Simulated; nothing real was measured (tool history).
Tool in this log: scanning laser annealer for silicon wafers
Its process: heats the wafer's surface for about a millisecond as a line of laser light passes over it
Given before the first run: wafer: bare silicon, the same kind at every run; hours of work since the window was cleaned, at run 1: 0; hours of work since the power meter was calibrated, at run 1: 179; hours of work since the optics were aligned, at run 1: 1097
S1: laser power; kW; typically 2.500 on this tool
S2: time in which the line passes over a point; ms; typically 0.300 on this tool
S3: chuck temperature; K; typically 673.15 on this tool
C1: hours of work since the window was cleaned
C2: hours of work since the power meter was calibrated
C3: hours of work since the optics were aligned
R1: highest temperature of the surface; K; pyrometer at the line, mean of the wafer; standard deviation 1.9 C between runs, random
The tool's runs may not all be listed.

Run 1, hour 0.0: usual settings; C1 0; C2 179; C3 1097. Result: R1 1411.15 K.
Run 2, hour 14.9: usual settings; C1 9; C2 188; C3 1106. Result: R1 1410.15 K.
Run 3, hour 25.8: usual settings but S2 0.218 ms; C1 16; C2 195; C3 1113. Result: R1 1291.15 K.
Run 4, hour 36.0: usual settings but S2 0.218 ms; C1 22; C2 201; C3 1119. Result: R1 1289.15 K.
Run 5, hour 55.3: usual settings; C1 34; C2 213; C3 1130. Result: R1 1406.15 K.
Run 6, hour 72.0: usual settings; C1 44; C2 223; C3 1141. Result: R1 1408.15 K.
Run 7, hour 84.5: usual settings but S2 0.259 ms; C1 51; C2 231; C3 1148. Result: R1 1352.15 K.
At hour 91.0: optics aligned, line set to its width.
Run 8, hour 98.1: usual settings but S2 0.283 ms; C1 57; C2 236; C3 4. Result: R1 1388.15 K.
Run 9, hour 111.2: usual settings but S2 0.283 ms; C1 65; C2 244; C3 12. Result: R1 1388.15 K.
Run 10, hour 123.2: usual settings but S1 2.440 kW, S2 0.332 ms, S3 675.15 K; C1 72; C2 251; C3 20. Result: R1 1428.15 K.
Run 11, hour 136.6: usual settings but S3 702.15 K; C1 80; C2 259; C3 28. Result: R1 1441.15 K.
Run 12, hour 145.1: usual settings but S3 702.15 K; C1 85; C2 264; C3 33. Result: R1 1435.15 K.
Run 13, hour 161.8: usual settings but S2 0.252 ms, S3 657.15 K; C1 95; C2 275; C3 43. Result: R1 1327.15 K.
Run 14, hour 180.1: usual settings but S2 0.252 ms, S3 657.15 K; C1 107; C2 286; C3 54. Result: R1 1327.15 K.
Run 15, hour 199.5: usual settings but S1 2.715 kW; C1 118; C2 298; C3 66. Result: R1 1493.15 K.
Run 16, hour 209.8: usual settings but S1 2.715 kW; C1 125; C2 304; C3 72. Result: R1 1496.15 K.
Run 17, hour 226.3: usual settings but S1 2.715 kW, S2 0.227 ms, S3 656.15 K; C1 135; C2 314; C3 82. Result: R1 1361.15 K.

Predict each of these 3 candidate next runs independently; none follows another, all start after run 17:
Run A, hour 241.7: usual settings but S1 2.582 kW, S2 0.256 ms, S3 656.15 K; C1 144; C2 323; C3 92. Result: R1 ?.
Run B, hour 241.7: usual settings but S1 2.715 kW, S2 0.227 ms, S3 649.15 K; C1 144; C2 323; C3 92. Result: R1 ?.
Run C, hour 241.7: usual settings but S1 2.383 kW, S2 0.308 ms, S3 688.15 K; C1 144; C2 323; C3 92. Result: R1 ?.

run       R1
  A  1363.15
  B  1354.15
  C  1392.15
With the hidden condition removed and each run's random variation left untouched, the same runs would have given:
run       R1
  A  1363.15
  B  1354.15
  C  1392.15
